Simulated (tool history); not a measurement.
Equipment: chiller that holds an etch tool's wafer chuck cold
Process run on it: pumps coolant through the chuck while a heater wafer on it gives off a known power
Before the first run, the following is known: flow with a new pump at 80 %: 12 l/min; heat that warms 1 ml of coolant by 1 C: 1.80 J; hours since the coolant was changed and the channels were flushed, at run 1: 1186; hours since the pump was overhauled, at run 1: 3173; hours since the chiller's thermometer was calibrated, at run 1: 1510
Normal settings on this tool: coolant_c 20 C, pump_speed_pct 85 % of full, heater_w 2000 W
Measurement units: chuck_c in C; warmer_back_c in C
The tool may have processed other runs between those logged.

run    hour  coolant_c  pump_speed_pct  heater_w  hours since the coolant was changed and the channels were flushed  hours since the pump was overhauled  hours since the chiller's thermometer was calibrated  chuck_c  warmer_back_c
  1     0.0         20              85      2000                                                               1186                                 3173                                                  1510     32.9           5.24
  2   125.6         20              85      2000                                                               1311                                 3299                                                  1636     32.9           5.23
  3   359.4         20              85      2000                                                               1545                                 3532                                                  1870     32.8           5.24
  4   549.0         20              85      2000                                                               1734                                 3722                                                  2059     32.8           5.22
  5   645.2         20              85      1478                                                               1831                                 3818                                                  2155     29.4           3.82
  6   797.2         20              85      1478                                                               1983                                 3970                                                  2307     29.4           3.82
  7   926.9         20              85      1478                                                               2112                                 4100                                                  2437     29.4           3.83
  8  1084.1         13              85      2000                                                               2270                                 4257                                                  2594     25.7           5.19
     1097.2  -- chiller's thermometer calibrated
  9  1245.0         13              85      2000                                                               2430                                 4417                                                   148     25.6           5.17
 10  1371.0         20              85      2000                                                               2556                                 4543                                                   274     32.8           5.18
 11  1552.4         20              77      2000                                                               2737                                 4724                                                   455     33.4           5.69
 12  1658.5         20              77      2000                                                               2843                                 4830                                                   561     33.4           5.66
 13  1856.9         20              77      2000                                                               3041                                 5029                                                   760     33.4           5.64
 14  2037.2         20              77      2000                                                               3222                                 5209                                                   940     33.5           5.64
 15  2166.2         20              85      1583                                                               3351                                 5338                                                  1069     30.2           4.03
     2254.9  -- coolant changed, channels flushed
 16  2283.2         20              85      1583                                                                 28                                 5449                                                  1180     30.0           4.04

What will run 17 give?
 17  2498.6         13              85      1353                                                                244                                 5665                                                  1395        ?              ?

{"run 17": {"chuck_c": 21.6, "warmer_back_c": 3.4}}
With no hidden state in the tool, this same run would have given chuck_c 21.6 C, warmer_back_c 3.52 C.
